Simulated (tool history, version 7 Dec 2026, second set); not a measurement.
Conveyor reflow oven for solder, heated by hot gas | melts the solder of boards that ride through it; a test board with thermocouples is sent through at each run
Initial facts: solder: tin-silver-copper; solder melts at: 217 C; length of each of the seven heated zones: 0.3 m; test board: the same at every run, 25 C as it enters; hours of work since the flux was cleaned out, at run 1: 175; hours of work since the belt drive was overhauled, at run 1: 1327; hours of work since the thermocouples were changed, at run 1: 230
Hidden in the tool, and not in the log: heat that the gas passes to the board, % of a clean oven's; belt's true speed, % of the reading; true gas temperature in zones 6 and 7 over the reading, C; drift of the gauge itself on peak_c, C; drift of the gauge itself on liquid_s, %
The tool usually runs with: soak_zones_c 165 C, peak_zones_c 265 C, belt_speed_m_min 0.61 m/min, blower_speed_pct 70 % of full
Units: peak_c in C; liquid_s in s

| run | hour | soak_zones_c | peak_zones_c | belt_speed_m_min | blower_speed_pct | hours of work since the flux was cleaned out | hours of work since the belt drive was overhauled | hours of work since the thermocouples were changed | peak_c | liquid_s |
|---|---|---|---|---|---|---|---|---|---|---|
| 1 | 0 | 165 | 265 | 0.61 | 70 | 175 | 1327 | 230 | 248.3 | 40.6 |
| 2 | 27.1 | 165 | 265 | 0.61 | 70 | 188 | 1341 | 244 | 248.5 | 40.4 |
| 3 | 88.1 | 165 | 265 | 0.61 | 70 | 219 | 1372 | 275 | 248.1 | 40.8 |
| 4 | 121.5 | 165 | 265 | 0.61 | 70 | 236 | 1388 | 292 | 248.3 | 40.2 |
|  | 142.6 | belt drive overhauled, speed set with a stopwatch |
| 5 | 168.2 | 165 | 265 | 0.61 | 70 | 258 | 13 | 314 | 246.7 | 39.5 |
| 6 | 212.8 | 165 | 265 | 0.61 | 70 | 280 | 36 | 336 | 248.3 | 39 |
| 7 | 273.5 | 165 | 263 | 0.628 | 70 | 311 | 66 | 367 | 245.3 | 35.7 |
| 8 | 317 | 173 | 265 | 0.61 | 70 | 333 | 88 | 389 | 248.1 | 41.8 |
| 9 | 361.8 | 165 | 265 | 0.633 | 69 | 356 | 111 | 412 | 246.1 | 35.6 |
| 10 | 420.9 | 165 | 265 | 0.633 | 69 | 386 | 141 | 442 | 245.3 | 35.5 |
| 11 | 480.4 | 165 | 265 | 0.662 | 59 | 416 | 171 | 472 | 240.8 | 30.8 |

Entry by entry between the runs, the difference in hidden state between the last listed run before and the first listed run after:
After run 4, before run 5: belt drive overhauled, speed set with a stopwatch (hour 142.6)
  heat that the gas passes to the board, % of a clean oven's: 95.9 -> 95.6; belt's true speed, % of the reading: 98.11 -> 99.85; true gas temperature in zones 6 and 7 over the reading, C: -1.19 -> -1.27
  measured minus no-state result, peak_c: -1.4 -> -2.1 C; liquid_s: -0.1 -> -1.5 s
